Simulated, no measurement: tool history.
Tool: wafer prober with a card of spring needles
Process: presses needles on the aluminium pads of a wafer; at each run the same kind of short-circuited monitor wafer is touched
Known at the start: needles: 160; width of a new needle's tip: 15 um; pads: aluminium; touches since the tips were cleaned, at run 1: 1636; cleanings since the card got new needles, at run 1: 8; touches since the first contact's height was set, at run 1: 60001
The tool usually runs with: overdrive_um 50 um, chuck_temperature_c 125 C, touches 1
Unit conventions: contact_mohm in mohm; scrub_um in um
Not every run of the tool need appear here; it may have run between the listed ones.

run,hour,overdrive_um,chuck_temperature_c,touches,touches since the tips were cleaned,cleanings since the card got new needles,touches since the first contact's height was set,contact_mohm,scrub_um
1,0.0,50,125,1,1636,8,60001,250,12.62
# hour 8.1: tips cleaned on abrasive film
2,10.0,50,125,1,1179,9,66154,251,12.63
# hour 18.2: tips cleaned on abrasive film
3,20.6,55,125,1,1476,10,72713,247,13.86
# hour 29.1: tips cleaned on abrasive film
4,37.6,56,125,1,5310,11,83227,252,14.08
# hour 40.3: tips cleaned on abrasive film
# hour 51.3: tips cleaned on abrasive film
5,56.9,56,125,1,3476,13,95109,248,14.10
# hour 62.6: tips cleaned on abrasive film
6,68.9,56,125,1,3927,14,102531,251,14.11
# hour 73.4: tips cleaned on abrasive film
# hour 83.4: height of the first contact set anew
# hour 84.9: tips cleaned on abrasive film
7,88.1,56,125,1,1993,16,2827,254,14.03
# hour 95.4: tips cleaned on abrasive film
# hour 105.8: tips cleaned on abrasive film
8,105.8,56,125,1,0,18,13761,250,14.13
9,113.9,56,125,1,4999,18,18760,253,14.02
# hour 117.1: tips cleaned on abrasive film
10,124.2,56,125,1,4427,19,25151,248,13.99
# hour 128.0: tips cleaned on abrasive film
# hour 139.0: tips cleaned on abrasive film
11,142.7,56,125,1,2360,21,36565,250,14.01
# hour 150.0: tips cleaned on abrasive film
12,156.6,56,125,1,4082,22,45114,249,14.04
# hour 161.2: tips cleaned on abrasive film
# hour 172.3: tips cleaned on abrasive film
13,173.1,33,125,1,516,24,55286,262,8.21
# hour 182.4: tips cleaned on abrasive film
14,185.1,50,125,1,1640,25,62687,252,12.45
# hour 192.6: tips cleaned on abrasive film
15,195.9,55,125,1,2054,26,69388,248,13.71
# hour 202.8: tips cleaned on abrasive film
# hour 213.1: tips cleaned on abrasive film
16,214.7,55,125,1,994,28,80935,250,13.68
# hour 224.3: tips cleaned on abrasive film
17,234.0,30,50,2,6067,29,92930,240,7.44
# hour 235.0: tips cleaned on abrasive film
# hour 237.6: gauge calibrated
18,243.1,50,30,1,5058,30,98524,226,12.63
# hour 245.6: tips cleaned on abrasive film
# hour 256.0: tips cleaned on abrasive film
19,256.0,33,106,1,23,32,106448,251,8.32
# hour 265.7: height of the first contact set anew
# hour 267.2: tips cleaned on abrasive film
20,267.9,33,106,1,408,33,1291,256,8.33
# hour 278.5: tips cleaned on abrasive film
21,284.1,33,106,1,3508,34,11334,253,8.29
# hour 289.3: tips cleaned on abrasive film
# hour 299.4: tips cleaned on abrasive film
22,302.4,50,125,2,1839,36,22595,249,12.57
# hour 311.1: tips cleaned on abrasive film
23,315.9,50,125,2,2945,37,30920,253,12.53
# hour 322.8: tips cleaned on abrasive film
24,328.6,50,125,2,3642,38,38809,250,12.51
# hour 333.3: tips cleaned on abrasive film
25,341.8,50,106,2,5300,39,46973,246,12.55
# hour 343.7: tips cleaned on abrasive film
26,350.8,56,81,2,4396,40,52485,238,14.03
# hour 354.8: tips cleaned on abrasive film
27,363.7,70,81,2,5561,41,60499,233,17.50
# hour 365.0: tips cleaned on abrasive film
28,374.7,70,81,2,6032,42,67269,237,17.52
# hour 375.9: tips cleaned on abrasive film
# hour 386.2: tips cleaned on abrasive film
29,389.5,40,81,2,2099,44,76376,243,10.00
# hour 396.6: tips cleaned on abrasive film
30,398.9,49,81,2,1440,45,82171,240,12.21
# hour 406.7: tips cleaned on abrasive film
31,407.1,55,81,1,264,46,87227,241,13.77
# hour 417.5: tips cleaned on abrasive film
32,423.2,55,81,1,3603,47,97195,238,13.70

Selected run-to-run steps in scrub_um, each split into two signed amounts: the part the tool would show with no hidden state at all (from settings, incoming material and random variation), and the remainder, which goes to the hidden state together with any gauge scatter not common to the measured and the hidden-state-free results:
The tool's hidden condition here consists of: debris on the tips, nm; way that the needles fall short of the set height, um; tips' diameter, um; drift of the gauge itself on contact_mohm, %; drift of the gauge itself on scrub_um, %.
Run 12 -> 13: overdrive_um 56 -> 33, tips cleaned on abrasive film, tips cleaned on abrasive film. scrub_um -5.83 um: hidden state +0.06, all else -5.89.
Run 13 -> 14: overdrive_um 33 -> 50, tips cleaned on abrasive film. scrub_um +4.24 um: hidden state -0.07, all else +4.31.
Run 16 -> 17: overdrive_um 55 -> 30, chuck_temperature_c 125 -> 50, touches 1 -> 2, tips cleaned on abrasive film. scrub_um -6.24 um: hidden state +0.09, all else -6.33.
Run 17 -> 18: overdrive_um 30 -> 50, chuck_temperature_c 50 -> 30, touches 2 -> 1, tips cleaned on abrasive film, gauge calibrated. scrub_um +5.19 um: hidden state +0.14, all else +5.05.
Run 28 -> 29: overdrive_um 70 -> 40, tips cleaned on abrasive film, tips cleaned on abrasive film. scrub_um -7.52 um: hidden state +0.07, all else -7.59.
